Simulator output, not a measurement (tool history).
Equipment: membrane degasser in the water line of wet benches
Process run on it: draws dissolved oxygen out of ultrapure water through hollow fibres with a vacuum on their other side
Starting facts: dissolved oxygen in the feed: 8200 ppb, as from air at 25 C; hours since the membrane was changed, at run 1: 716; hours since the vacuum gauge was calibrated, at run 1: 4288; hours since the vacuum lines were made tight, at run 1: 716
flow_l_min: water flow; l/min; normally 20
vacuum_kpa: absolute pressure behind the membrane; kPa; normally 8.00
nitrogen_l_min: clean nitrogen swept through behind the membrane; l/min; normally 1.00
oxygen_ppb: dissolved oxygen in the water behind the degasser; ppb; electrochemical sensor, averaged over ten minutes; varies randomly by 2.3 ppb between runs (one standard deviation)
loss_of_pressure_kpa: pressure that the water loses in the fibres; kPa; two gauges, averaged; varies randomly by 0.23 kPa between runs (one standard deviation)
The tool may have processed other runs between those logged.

| run | day | flow_l_min | vacuum_kpa | nitrogen_l_min | hours since the membrane was changed | hours since the vacuum gauge was calibrated | hours since the vacuum lines were made tight | oxygen_ppb | loss_of_pressure_kpa |
|---|---|---|---|---|---|---|---|---|---|
| 1 | 0.000 | 20 | 8.00 | 1.00 | 716 | 4288 | 716 | 248.7 | 58.17 |
| 2 | 4.483 | 20 | 8.00 | 1.00 | 824 | 4395 | 824 | 241.4 | 58.37 |
| 3 | 11.867 | 15 | 8.00 | 1.00 | 1001 | 4572 | 1001 | 175.8 | 44.01 |
| 4 | 16.425 | 15 | 8.00 | 1.00 | 1110 | 4682 | 1110 | 174.7 | 43.82 |
| 5 | 23.167 | 15 | 8.00 | 1.00 | 1272 | 4844 | 1272 | 176.3 | 44.07 |
| 6 | 29.475 | 15 | 8.00 | 1.00 | 1423 | 4995 | 1423 | 180.5 | 44.02 |
| 7 | 37.892 | 15 | 8.00 | 1.00 | 1625 | 5197 | 1625 | 180.6 | 44.24 |
| 8 | 45.162 | 13 | 8.00 | 1.00 | 1800 | 5372 | 1800 | 157.7 | 38.42 |
| 9 | 50.862 | 13 | 8.00 | 1.00 | 1937 | 5508 | 1937 | 155.7 | 38.36 |
|  | 51.254 | vacuum gauge calibrated |
| 10 | 54.692 | 20 | 8.00 | 1.00 | 2028 | 83 | 2028 | 250.3 | 59.11 |
| 11 | 59.071 | 20 | 8.00 | 1.00 | 2133 | 188 | 2133 | 253.5 | 58.73 |
| 12 | 65.346 | 20 | 8.00 | 1.00 | 2284 | 338 | 2284 | 249.6 | 59.08 |
|  | 68.775 | vacuum gauge calibrated, once more |
| 13 | 72.242 | 20 | 8.00 | 1.00 | 2449 | 83 | 2449 | 239.3 | 58.71 |
| 14 | 79.600 | 20 | 8.00 | 1.00 | 2625 | 260 | 2625 | 241.4 | 59.13 |
| 15 | 84.554 | 20 | 6.74 | 2.44 | 2744 | 379 | 2744 | 95.3 | 59.36 |
| 16 | 89.408 | 26 | 5.64 | 1.96 | 2861 | 495 | 2861 | 156.9 | 77.38 |
| 17 | 95.188 | 20 | 5.58 | 0.74 | 2999 | 634 | 2999 | 167.3 | 59.37 |
| 18 | 103.400 | 20 | 7.30 | 0.74 | 3197 | 831 | 3197 | 265.4 | 59.26 |
| 19 | 107.154 | 20 | 7.30 | 0.74 | 3287 | 921 | 3287 | 260.8 | 59.95 |
| 20 | 114.517 | 20 | 7.30 | 0.74 | 3463 | 1098 | 3463 | 267.8 | 59.49 |
| 21 | 118.104 | 22 | 7.30 | 2.74 | 3550 | 1184 | 3550 | 123.0 | 65.53 |
| 22 | 126.188 | 22 | 7.30 | 2.74 | 3743 | 1378 | 3743 | 122.0 | 65.86 |
| 23 | 133.550 | 29 | 19.88 | 2.74 | 3920 | 1555 | 3920 | 516.4 | 86.53 |
| 24 | 140.325 | 15 | 14.92 | 2.79 | 4083 | 1717 | 4083 | 158.9 | 44.82 |
| 25 | 147.908 | 17 | 11.46 | 1.31 | 4265 | 1899 | 4265 | 259.3 | 50.44 |
| 26 | 154.875 | 20 | 6.64 | 1.00 | 4432 | 2066 | 4432 | 188.3 | 60.27 |
| 27 | 161.854 | 20 | 6.64 | 1.00 | 4600 | 2234 | 4600 | 185.7 | 60.27 |
| 28 | 168.133 | 20 | 6.64 | 1.00 | 4750 | 2385 | 4750 | 190.7 | 59.94 |

Branching from run 28: 4 alternative next runs. What would each branch give?
| A | 172.533 | 20 | 6.64 | 1.42 | 4856 | 2490 | 4856 | ? | ? |
| B | 172.533 | 14 | 7.04 | 0.49 | 4856 | 2490 | 4856 | ? | ? |
| C | 172.533 | 23 | 6.88 | 0.46 | 4856 | 2490 | 4856 | ? | ? |
| D | 172.533 | 16 | 8.55 | 1.03 | 4856 | 2490 | 4856 | ? | ? |

| run | oxygen_ppb | loss_of_pressure_kpa |
|---|---|---|
| A | 143.3 | 60.09 |
| B | 241.9 | 42.35 |
| C | 399.5 | 69.01 |
| D | 204.3 | 47.96 |
With no hidden state in the tool, these same runs would have given:
| run | oxygen_ppb | loss_of_pressure_kpa |
|---|---|---|
| A | 131.4 | 58.25 |
| B | 228.2 | 41.06 |
| C | 376.0 | 66.90 |
| D | 193.3 | 46.49 |

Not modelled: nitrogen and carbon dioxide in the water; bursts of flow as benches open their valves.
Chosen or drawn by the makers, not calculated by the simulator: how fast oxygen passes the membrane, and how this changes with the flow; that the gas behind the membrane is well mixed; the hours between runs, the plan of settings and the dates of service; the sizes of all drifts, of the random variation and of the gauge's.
